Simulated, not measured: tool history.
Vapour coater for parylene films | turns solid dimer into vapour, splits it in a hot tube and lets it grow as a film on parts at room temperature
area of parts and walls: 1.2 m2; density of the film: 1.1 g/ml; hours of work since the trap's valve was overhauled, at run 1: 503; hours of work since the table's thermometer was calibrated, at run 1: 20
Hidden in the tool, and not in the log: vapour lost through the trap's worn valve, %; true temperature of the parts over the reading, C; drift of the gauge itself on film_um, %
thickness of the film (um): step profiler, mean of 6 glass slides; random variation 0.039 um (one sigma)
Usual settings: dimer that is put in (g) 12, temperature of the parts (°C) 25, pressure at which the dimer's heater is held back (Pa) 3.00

run	hour	dimer that is put in (g)	temperature of the parts (°C)	pressure at which the dimer's heater is held back (Pa)	hours of work since the trap's valve was overhauled	hours of work since the table's thermometer was calibrated	thickness of the film (um)
1	0.0	12	25	3.00	503	20	4.91
2	27.3	5	25	3.00	525	42	2.05
3	42.5	12	31	3.00	536	54	3.96
4	70.3	14	25	3.00	558	75	5.66
5	85.4	12	37	3.00	570	87	3.15
6	112.4	12	22	3.00	591	108	5.37
7	138.9	12	22	3.00	612	129	5.39
# hour 150.9: trap's valve overhauled
8	169.7	12	25	9.27	15	150	4.27
9	194.1	12	25	5.52	34	169	4.69
10	213.6	13	25	3.00	49	185	5.69
11	230.4	12	25	3.00	62	198	5.15
12	250.7	12	25	3.00	78	214	5.17
13	264.9	12	25	3.00	89	225	5.15
14	284.4	12	25	3.00	105	240	5.11
15	305.8	12	22	3.00	121	257	5.75
16	333.2	12	22	3.00	143	278	5.73
17	352.8	12	22	3.00	158	294	5.69
18	370.1	12	25	3.00	172	307	5.12
19	382.3	12	20	3.00	181	317	6.18
20	400.2	12	25	3.00	195	331	5.21
21	427.9	12	25	3.00	217	353	5.12
22	450.7	12	25	3.00	235	370	5.07
23	468.8	12	25	3.00	249	385	5.07
24	482.6	12	25	3.00	260	395	5.09
25	501.5	12	25	3.00	275	410	5.10
26	528.9	7	18	3.00	296	432	3.82
27	547.1	20	20	3.68	311	446	9.69
28	575.9	5	20	3.68	333	469	2.45
29	591.6	5	20	3.68	345	481	2.41
30	614.3	5	20	3.68	363	499	2.42
31	642.8	5	20	3.68	386	521	2.46
32	666.2	12	25	2.96	404	539	5.04
33	684.0	13	19	2.20	418	553	7.10
34	701.2	8	21	2.40	431	567	4.05
35	713.8	9	27	3.00	441	577	3.54
36	738.8	12	24	3.78	461	596	5.04
37	758.7	8	27	5.42	476	612	2.82
38	782.6	20	19	8.35	495	631	8.65
39	811.4	14	25	3.00	518	653	5.79
40	831.3	8	25	2.56	533	669	3.42
41	857.3	8	25	2.56	554	689	3.43
42	872.7	10	33	3.00	566	701	3.11
43	894.4	13	21	3.00	583	718	6.25
44	911.4	13	21	3.00	596	731	6.22
45	925.7	19	22	3.34	607	743	8.56
# hour 944.0: trap's valve overhauled
46	955.1	6	25	3.20	9	763	2.62
47	969.3	19	30	10.89	20	774	5.56

3 ways to go on from here, each from the tool as it stands after run 47. What would each give?
A	990.7	19	37	10.89	37	791	?
B	990.7	8	23	10.89	37	791	?
C	990.7	19	30	10.05	37	791	?

run	thickness of the film (um)
A	4.33
B	3.01
C	5.67
Without the tool's hidden state the same runs would have given:
run	thickness of the film (um)
A	4.28
B	2.98
C	5.60
